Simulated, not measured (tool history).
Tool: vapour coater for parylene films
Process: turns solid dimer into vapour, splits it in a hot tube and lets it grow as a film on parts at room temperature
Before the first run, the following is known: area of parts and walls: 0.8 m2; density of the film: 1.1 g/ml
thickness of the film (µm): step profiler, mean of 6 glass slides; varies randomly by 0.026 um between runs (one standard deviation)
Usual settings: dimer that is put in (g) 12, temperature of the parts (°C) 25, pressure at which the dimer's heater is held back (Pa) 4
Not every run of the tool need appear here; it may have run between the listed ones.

run	day	dimer that is put in (g)	temperature of the parts (°C)	pressure at which the dimer's heater is held back (Pa)	thickness of the film (µm)
1	0	12	25	4	7.32
2	1.017	12	25	2.71	7.86
3	2.671	12	25	2.71	7.91
4	3.575	12	25	2.71	7.85
5	4.5	12	25	2.71	7.95
6	5.962	12	25	2.71	7.82
7	7.008	12	25	2.71	7.79
8	8.412	12	25	2.31	8.08
9	9.812	12	25	2.31	8.08
10	11.071	11	25	2.31	7.37
11	12.333	10	36	3.22	5.15
12	13.746	10	36	3.22	5.13
13	14.7	13	25	5.23	7.32
14	15.696	12	25	2.03	8.15
15	17.283	12	37	9.18	5.15
16	18.396	12	34	2.62	7.03
17	19.354	12	34	2.62	6.98
18	20.504	16	25	4	10.01
19	21.308	12	24	2.47	8.39

Taken out of this log: 1 entry between the listed runs. Where each belongs, and how the hidden state differs across it:
After run 14, before run 15: trap's valve overhauled (day 16.112)
  vapour lost through the trap's worn valve, %: 6 -> 0.7
  measured minus no-state result, thickness of the film (µm): -0.52 -> -0.04
